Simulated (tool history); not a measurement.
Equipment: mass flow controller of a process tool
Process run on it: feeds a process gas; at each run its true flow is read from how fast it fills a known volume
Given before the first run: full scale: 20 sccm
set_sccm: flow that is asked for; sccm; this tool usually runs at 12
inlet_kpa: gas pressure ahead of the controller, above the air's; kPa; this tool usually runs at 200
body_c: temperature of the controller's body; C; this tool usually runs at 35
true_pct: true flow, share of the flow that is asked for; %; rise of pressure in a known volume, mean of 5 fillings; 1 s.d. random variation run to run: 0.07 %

run,day,set_sccm,inlet_kpa,body_c,true_pct
1,0,12,200,35,100.45
2,13.204,6,200,35,100.71
3,20.438,12,200,35,100.49
4,28.888,12,200,35,100.53
5,40.654,12,200,35,100.5
6,47.679,12,200,35,100.73
7,59.288,12,200,35,100.64
# day 60.646: controller's zero set anew
8,66.658,12,200,35,100.8
9,79.167,12,200,35,100.96
10,91.917,12,200,35,100.85
11,107.246,12,200,36,100.92
12,114.942,12,200,36,100.88
# day 117.183: controller's zero set anew, once more
13,124.338,12,200,36,100.07
14,133.717,12,157,27,100.61
15,143.15,3,158,24,100.73
16,150.833,2,200,35,99.98
17,157.462,4,166,35,100.15
18,166.067,4,166,35,100.28
19,178.158,4,166,35,100.35
20,189.467,20,148,35,100.81
21,205.258,20,148,35,100.73
22,215.842,20,148,35,100.9

How would selected steps in true_pct from run to run divide? Give the signed amount a tool lacking its hidden state would still show from settings, what came in and random variation, and the signed amount left for the hidden state, including any gauge scatter that is not in both of the compared results.
Unlogged tool condition in this case: flow at rest that the sensor doesn't see, % of full scale; true flow over the shown one, %; drift of the gauge itself on true_pct, %.
Run 1 -> 2: set_sccm 12 -> 6. true_pct +0.26 %: hidden state +0.58, all else -0.32.
Run 12 -> 13: controller's zero set anew, once more. true_pct -0.81 %: hidden state -0.85, all else +0.04.
Run 15 -> 16: set_sccm 3 -> 2, inlet_kpa 158 -> 200, body_c 24 -> 35. true_pct -0.75 %: hidden state +0.19, all else -0.94.
